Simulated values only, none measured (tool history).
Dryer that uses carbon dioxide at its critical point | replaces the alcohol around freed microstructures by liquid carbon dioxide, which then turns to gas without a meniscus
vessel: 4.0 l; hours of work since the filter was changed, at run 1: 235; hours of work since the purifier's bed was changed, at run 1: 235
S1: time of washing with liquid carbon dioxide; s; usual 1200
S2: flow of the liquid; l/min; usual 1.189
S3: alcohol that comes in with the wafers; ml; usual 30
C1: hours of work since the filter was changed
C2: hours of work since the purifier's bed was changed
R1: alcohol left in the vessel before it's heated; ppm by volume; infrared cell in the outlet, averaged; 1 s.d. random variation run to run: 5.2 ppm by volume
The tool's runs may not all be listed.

run	day	S1	S2	S3	C1	C2	R1
1	0.000	1200	1.189	30	235	235	161
2	1.438	1620	1.189	30	246	246	84
3	2.721	1380	1.189	30	256	256	112
4	4.150	1380	1.189	30	267	267	122
5	5.392	1380	1.189	30	277	277	113
6	6.654	1380	1.189	30	287	287	126
7	7.292	1200	1.189	30	292	292	166
8	8.408	1200	1.189	30	301	301	175
9	9.525	1200	1.189	30	310	310	172
10	10.508	1200	1.189	30	317	317	173
11	11.183	1200	1.189	30	323	323	171
12	12.392	1200	1.189	30	332	332	185
13	13.196	1620	1.189	30	339	339	95
14	14.225	1620	1.189	30	347	347	93
15	15.071	1200	1.189	30	353	353	184
16	16.088	1200	1.189	30	361	361	185
17	16.733	1200	1.189	30	366	366	189
18	17.888	1200	1.189	30	376	376	186
19	19.033	1200	0.720	30	385	385	722
20	19.683	1200	1.189	30	390	390	199
21	20.667	1200	1.189	30	397	397	199
22	21.808	1200	1.189	30	406	406	191
23	23.317	1200	1.189	30	418	418	205
24	24.054	1800	1.230	30	424	424	100
25	25.300	1740	1.230	31	434	434	93
26	26.608	1740	1.230	31	444	444	98
27	27.346	1740	1.230	31	450	450	111
28	28.004	1740	1.230	31	455	455	105
29	29.417	1140	1.189	36	466	466	287
30	30.521	1200	1.130	22	475	475	217
31	31.725	1620	1.130	46	485	485	164
32	32.571	1200	2.010	37	491	491	106
# day 32.683: inlet filter changed
33	33.467	1200	1.550	89	6	498	167
34	34.529	1200	1.550	89	15	506	158
35	35.862	1200	1.550	89	25	517	161
36	36.758	1800	1.850	103	32	524	108
37	37.725	1080	1.510	62	40	531	197
38	39.021	1080	1.510	62	50	542	201
39	40.104	1020	1.690	38	58	550	168
40	40.854	1020	1.690	38	64	556	158
41	42.096	1020	1.710	80	74	566	193
42	42.808	1860	1.189	30	80	571	131
43	44.246	1380	0.810	42	91	583	496
44	45.221	1200	0.980	30	99	590	349
45	46.029	1200	1.900	96	105	597	142

Here are 5 independent what-if runs from the current tool condition. What would each one return?
A	47.083	1200	0.970	96	113	605	?
B	47.083	1200	1.660	96	113	605	?
C	47.083	1440	1.189	39	113	605	?
D	47.083	1020	1.000	40	113	605	?
E	47.083	1680	1.900	22	113	605	?

run	R1
A	847
B	163
C	192
D	584
E	122
With the hidden condition removed and each run's random variation left untouched, the same runs would have given:
run	R1
A	678
B	43
C	66
D	439
E	7
